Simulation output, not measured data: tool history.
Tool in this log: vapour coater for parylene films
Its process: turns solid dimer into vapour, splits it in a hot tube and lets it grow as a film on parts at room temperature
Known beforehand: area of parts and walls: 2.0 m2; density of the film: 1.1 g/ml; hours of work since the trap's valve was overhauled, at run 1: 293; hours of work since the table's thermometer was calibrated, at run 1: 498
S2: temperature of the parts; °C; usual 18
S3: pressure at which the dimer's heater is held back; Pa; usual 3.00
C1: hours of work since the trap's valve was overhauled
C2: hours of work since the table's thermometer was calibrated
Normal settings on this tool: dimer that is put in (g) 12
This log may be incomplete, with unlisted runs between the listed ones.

run 1 hour=0.0 | dimer_that_is_put_in_(g)=12 S2=18 S3=3.00 | C1=293 C2=498 | thickness_of_the_film_(µm)=3.91
run 2 hour=18.1 | dimer_that_is_put_in_(g)=12 S2=18 S3=3.00 | C1=303 C2=508 | thickness_of_the_film_(µm)=3.91
run 3 hour=36.0 | dimer_that_is_put_in_(g)=12 S2=18 S3=3.00 | C1=314 C2=519 | thickness_of_the_film_(µm)=3.98
run 4 hour=49.6 | dimer_that_is_put_in_(g)=12 S2=18 S3=3.00 | C1=322 C2=527 | thickness_of_the_film_(µm)=3.88
run 5 hour=60.0 | dimer_that_is_put_in_(g)=12 S2=18 S3=3.00 | C1=328 C2=533 | thickness_of_the_film_(µm)=3.90
run 6 hour=84.4 | dimer_that_is_put_in_(g)=12 S2=18 S3=3.00 | C1=342 C2=547 | thickness_of_the_film_(µm)=3.93
run 7 hour=96.7 | dimer_that_is_put_in_(g)=12 S2=18 S3=3.00 | C1=349 C2=554 | thickness_of_the_film_(µm)=3.91
-- hour=123.6 trap's valve overhauled
run 8 hour=126.2 | dimer_that_is_put_in_(g)=12 S2=18 S3=3.00 | C1=2 C2=569 | thickness_of_the_film_(µm)=4.20
run 9 hour=138.6 | dimer_that_is_put_in_(g)=12 S2=18 S3=3.00 | C1=9 C2=577 | thickness_of_the_film_(µm)=4.22
run 10 hour=156.7 | dimer_that_is_put_in_(g)=12 S2=18 S3=3.00 | C1=19 C2=587 | thickness_of_the_film_(µm)=4.13
run 11 hour=181.3 | dimer_that_is_put_in_(g)=12 S2=18 S3=3.00 | C1=34 C2=602 | thickness_of_the_film_(µm)=4.18
run 12 hour=196.2 | dimer_that_is_put_in_(g)=12 S2=18 S3=3.00 | C1=42 C2=610 | thickness_of_the_film_(µm)=4.22
run 13 hour=208.3 | dimer_that_is_put_in_(g)=12 S2=18 S3=3.00 | C1=50 C2=617 | thickness_of_the_film_(µm)=4.13
run 14 hour=222.7 | dimer_that_is_put_in_(g)=19 S2=18 S3=3.00 | C1=58 C2=626 | thickness_of_the_film_(µm)=6.51
run 15 hour=247.5 | dimer_that_is_put_in_(g)=19 S2=18 S3=3.00 | C1=72 C2=640 | thickness_of_the_film_(µm)=6.55
run 16 hour=262.0 | dimer_that_is_put_in_(g)=12 S2=18 S3=3.00 | C1=81 C2=649 | thickness_of_the_film_(µm)=4.10
run 17 hour=282.4 | dimer_that_is_put_in_(g)=12 S2=18 S3=3.00 | C1=93 C2=661 | thickness_of_the_film_(µm)=4.11
run 18 hour=302.9 | dimer_that_is_put_in_(g)=12 S2=18 S3=3.00 | C1=105 C2=673 | thickness_of_the_film_(µm)=4.18
run 19 hour=317.6 | dimer_that_is_put_in_(g)=12 S2=18 S3=3.00 | C1=113 C2=681 | thickness_of_the_film_(µm)=4.03
run 20 hour=331.5 | dimer_that_is_put_in_(g)=12 S2=18 S3=3.00 | C1=122 C2=689 | thickness_of_the_film_(µm)=4.13
run 21 hour=342.2 | dimer_that_is_put_in_(g)=12 S2=18 S3=2.52 | C1=128 C2=696 | thickness_of_the_film_(µm)=4.22
run 22 hour=364.9 | dimer_that_is_put_in_(g)=12 S2=18 S3=2.52 | C1=141 C2=709 | thickness_of_the_film_(µm)=4.21
run 23 hour=390.0 | dimer_that_is_put_in_(g)=12 S2=18 S3=2.52 | C1=156 C2=724 | thickness_of_the_film_(µm)=4.20
run 24 hour=405.6 | dimer_that_is_put_in_(g)=8 S2=25 S3=4.05 | C1=165 C2=733 | thickness_of_the_film_(µm)=2.12
run 25 hour=430.2 | dimer_that_is_put_in_(g)=15 S2=16 S3=2.73 | C1=179 C2=747 | thickness_of_the_film_(µm)=5.50
run 26 hour=452.6 | dimer_that_is_put_in_(g)=15 S2=16 S3=2.73 | C1=193 C2=760 | thickness_of_the_film_(µm)=5.47
run 27 hour=475.0 | dimer_that_is_put_in_(g)=12 S2=14 S3=4.39 | C1=206 C2=773 | thickness_of_the_film_(µm)=4.17
run 28 hour=493.7 | dimer_that_is_put_in_(g)=17 S2=19 S3=3.00 | C1=217 C2=784 | thickness_of_the_film_(µm)=5.51
run 29 hour=511.6 | dimer_that_is_put_in_(g)=17 S2=16 S3=8.60 | C1=227 C2=795 | thickness_of_the_film_(µm)=4.77
run 30 hour=527.1 | dimer_that_is_put_in_(g)=17 S2=26 S3=8.60 | C1=236 C2=804 | thickness_of_the_film_(µm)=3.50
run 31 hour=538.2 | dimer_that_is_put_in_(g)=12 S2=29 S3=10.34 | C1=243 C2=810 | thickness_of_the_film_(µm)=2.17
run 32 hour=555.1 | dimer_that_is_put_in_(g)=12 S2=11 S3=3.29 | C1=252 C2=820 | thickness_of_the_film_(µm)=4.76
run 33 hour=572.2 | dimer_that_is_put_in_(g)=12 S2=11 S3=3.29 | C1=262 C2=830 | thickness_of_the_film_(µm)=4.76
run 34 hour=595.3 | dimer_that_is_put_in_(g)=12 S2=21 S3=3.00 | C1=276 C2=844 | thickness_of_the_film_(µm)=3.63
run 35 hour=606.2 | dimer_that_is_put_in_(g)=19 S2=28 S3=2.95 | C1=282 C2=850 | thickness_of_the_film_(µm)=4.64
run 36 hour=630.6 | dimer_that_is_put_in_(g)=8 S2=21 S3=2.47 | C1=297 C2=864 | thickness_of_the_film_(µm)=2.50
run 37 hour=645.3 | dimer_that_is_put_in_(g)=9 S2=28 S3=6.76 | C1=305 C2=873 | thickness_of_the_film_(µm)=1.82
run 38 hour=660.1 | dimer_that_is_put_in_(g)=9 S2=28 S3=6.76 | C1=314 C2=882 | thickness_of_the_film_(µm)=1.85
run 39 hour=673.7 | dimer_that_is_put_in_(g)=8 S2=18 S3=3.00 | C1=322 C2=890 | thickness_of_the_film_(µm)=2.63
run 40 hour=692.0 | dimer_that_is_put_in_(g)=9 S2=29 S3=2.32 | C1=333 C2=900 | thickness_of_the_film_(µm)=2.23
run 41 hour=712.2 | dimer_that_is_put_in_(g)=9 S2=23 S3=6.28 | C1=344 C2=912 | thickness_of_the_film_(µm)=2.14
run 42 hour=723.1 | dimer_that_is_put_in_(g)=9 S2=23 S3=6.28 | C1=351 C2=919 | thickness_of_the_film_(µm)=2.15
-- hour=747.3 trap's valve overhauled
run 43 hour=751.7 | dimer_that_is_put_in_(g)=6 S2=13 S3=6.28 | C1=3 C2=933 | thickness_of_the_film_(µm)=2.02
run 44 hour=771.6 | dimer_that_is_put_in_(g)=6 S2=13 S3=6.28 | C1=14 C2=945 | thickness_of_the_film_(µm)=2.06

Branching from run 44: 5 alternative next runs. What would each branch give?
run A hour=782.1 | dimer_that_is_put_in_(g)=9 S2=14 S3=4.07 | C1=20 C2=951 | thickness_of_the_film_(µm)=?
run B hour=782.1 | dimer_that_is_put_in_(g)=11 S2=13 S3=6.28 | C1=20 C2=951 | thickness_of_the_film_(µm)=?
run C hour=782.1 | dimer_that_is_put_in_(g)=6 S2=22 S3=6.28 | C1=20 C2=951 | thickness_of_the_film_(µm)=?
run D hour=782.1 | dimer_that_is_put_in_(g)=15 S2=18 S3=3.03 | C1=20 C2=951 | thickness_of_the_film_(µm)=?
run E hour=782.1 | dimer_that_is_put_in_(g)=7 S2=23 S3=3.00 | C1=20 C2=951 | thickness_of_the_film_(µm)=?

run=A thickness_of_the_film_(µm)=3.30
run=B thickness_of_the_film_(µm)=3.73
run=C thickness_of_the_film_(µm)=1.57
run=D thickness_of_the_film_(µm)=5.11
run=E thickness_of_the_film_(µm)=2.05
Stripped of hidden state, with their random variation kept, the same runs would have yielded:
run=A thickness_of_the_film_(µm)=3.37
run=B thickness_of_the_film_(µm)=3.81
run=C thickness_of_the_film_(µm)=1.61
run=D thickness_of_the_film_(µm)=5.21
run=E thickness_of_the_film_(µm)=2.10
